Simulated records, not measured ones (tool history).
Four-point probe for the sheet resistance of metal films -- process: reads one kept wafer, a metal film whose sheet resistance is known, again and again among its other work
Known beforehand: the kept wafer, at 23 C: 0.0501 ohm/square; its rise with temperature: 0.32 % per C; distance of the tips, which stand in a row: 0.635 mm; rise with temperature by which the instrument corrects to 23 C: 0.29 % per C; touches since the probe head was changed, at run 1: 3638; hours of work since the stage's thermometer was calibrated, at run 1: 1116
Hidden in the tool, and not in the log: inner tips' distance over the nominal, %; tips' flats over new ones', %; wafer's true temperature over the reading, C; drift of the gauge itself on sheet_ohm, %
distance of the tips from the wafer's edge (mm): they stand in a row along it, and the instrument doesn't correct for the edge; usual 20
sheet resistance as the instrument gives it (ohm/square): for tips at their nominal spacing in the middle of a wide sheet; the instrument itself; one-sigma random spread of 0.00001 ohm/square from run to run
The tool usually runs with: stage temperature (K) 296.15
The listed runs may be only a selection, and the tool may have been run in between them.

run    hour  stage temperature (K)  distance of the tips from the wafer's edge (mm)  touches since the probe head was changed  hours of work since the stage's thermometer was calibrated  sheet resistance as the instrument gives it (ohm/square)
  1       0                 296.15                                               20                                      3638                                                        1116                                                  0.050069
  2    29.7                 296.15                                               20                                      4091                                                        1129                                                  0.050059
  3    54.3                 296.15                                               20                                      4467                                                        1140                                                  0.050091
  4    76.9                 296.15                                               20                                      4812                                                        1150                                                  0.050072
  5      94                 296.15                                               20                                      5073                                                        1157                                                  0.050055
  6   127.1                 306.15                                               20                                      5578                                                        1172                                                  0.050211
  7   147.8                 291.15                                               20                                      5894                                                        1181                                                  0.049977
  8   175.8                 296.15                                               41                                      6321                                                        1193                                                  0.050033
  9   196.2                 296.15                                               41                                      6633                                                        1202                                                   0.05005
 10   227.5                 296.15                                               66                                      7110                                                        1216                                                   0.05002
 11   263.5                 295.15                                               20                                      7659                                                        1232                                                  0.050042
 12   283.7                 295.15                                               20                                      7968                                                        1240                                                   0.05005
 13   318.8                 295.15                                               20                                      8504                                                        1256                                                  0.050019
 14   347.4                 295.15                                               20                                      8940                                                        1268                                                  0.050039
 15   368.3                 291.15                                               20                                      9258                                                        1278                                                  0.049963
 16     389                 296.15                                               16                                      9574                                                        1287                                                   0.05007
 17   416.2                 296.15                                               20                                      9990                                                        1299                                                  0.050031
 18   439.9                 296.15                                               20                                     10352                                                        1309                                                  0.050038
 19   465.3                 296.15                                                7                                     10739                                                        1320                                                  0.050227
 20   492.9                 291.15                                               20                                     11161                                                        1332                                                   0.04994
 21   531.5                 291.15                                               31                                     11750                                                        1349                                                  0.049938
 22   548.5                 291.15                                               31                                     12009                                                        1357                                                  0.049931
 23   576.8                 291.15                                               31                                     12441                                                        1369                                                  0.049925
 24     613                 305.15                                               11                                     12993                                                        1385                                                  0.050235
      617.1  -- stage's thermometer calibrated
 25   652.2                 307.15                                               63                                     13584                                                          15                                                  0.050116
 26   679.1                 301.15                                               63                                     13994                                                          27                                                  0.050031
 27   716.1                 301.15                                               63                                     14558                                                          43                                                  0.050021
 28   752.6                 303.15                                                4                                     15116                                                          60                                                  0.050729
 29   776.1                 302.15                                               12                                     15474                                                          70                                                  0.050098
      793.2  -- stage's thermometer calibrated, once more
 30   814.1                 291.15                                               20                                     16047                                                           9                                                  0.049984
 31   833.7                 306.15                                               54                                     16346                                                          18                                                  0.050187
 32   866.4                 300.15                                                4                                     16845                                                          32                                                  0.050776
 33   899.1                 300.15                                                4                                     17344                                                          47                                                  0.050752
 34   932.8                 298.15                                               19                                     17858                                                          61                                                  0.050087
 35     967                 298.15                                               19                                     18380                                                          76                                                  0.050095
 36  1005.9                 302.15                                                8                                     18974                                                          94                                                  0.050285
 37    1022                 292.15                                               25                                     19220                                                         101                                                  0.049955
 38  1053.5                 295.15                                               26                                     19700                                                         114                                                  0.049995
 39  1087.4                 295.15                                               26                                     20217                                                         129                                                   0.04999
 40  1108.4                 294.15                                               40                                     20538                                                         139                                                  0.049988
 41  1139.3                 301.15                                                6                                     21010                                                         152                                                   0.05037
 42  1172.3                 300.15                                               25                                     21514                                                         167                                                  0.050095
 43    1203                 300.15                                               25                                     21982                                                         180                                                   0.05008
 44    1230                 300.15                                               25                                     22393                                                         192                                                  0.050065
 45  1249.5                 300.15                                               25                                     22691                                                         201                                                  0.050067

Difference, measured minus no-hidden-state, one row per run. Run-to-run variation is common to both terms; the gauge's own scatter need not be:
run  sheet resistance as the instrument gives it (ohm/square)
  1                                                 -0.000046
  2                                                  -0.00005
  3                                                 -0.000052
  4                                                 -0.000054
  5                                                 -0.000056
  6                                                 -0.000057
  7                                                 -0.000061
  8                                                 -0.000064
  9                                                 -0.000067
 10                                                 -0.000069
 11                                                 -0.000073
 12                                                 -0.000075
 13                                                 -0.000079
 14                                                 -0.000082
 15                                                 -0.000085
 16                                                 -0.000086
 17                                                 -0.000089
 18                                                 -0.000092
 19                                                 -0.000094
 20                                                 -0.000097
 21                                                 -0.000102
 22                                                 -0.000103
 23                                                 -0.000106
 24                                                 -0.000107
 25                                                 -0.000152
 26                                                 -0.000156
 27                                                 -0.000161
 28                                                 -0.000167
 29                                                 -0.000167
 30                                                 -0.000064
 31                                                 -0.000067
 32                                                  -0.00007
 33                                                 -0.000074
 34                                                 -0.000076
 35                                                  -0.00008
 36                                                 -0.000084
 37                                                 -0.000086
 38                                                 -0.000089
 39                                                 -0.000093
 40                                                 -0.000094
 41                                                 -0.000099
 42                                                 -0.000101
 43                                                 -0.000105
 44                                                 -0.000107
 45                                                 -0.000109
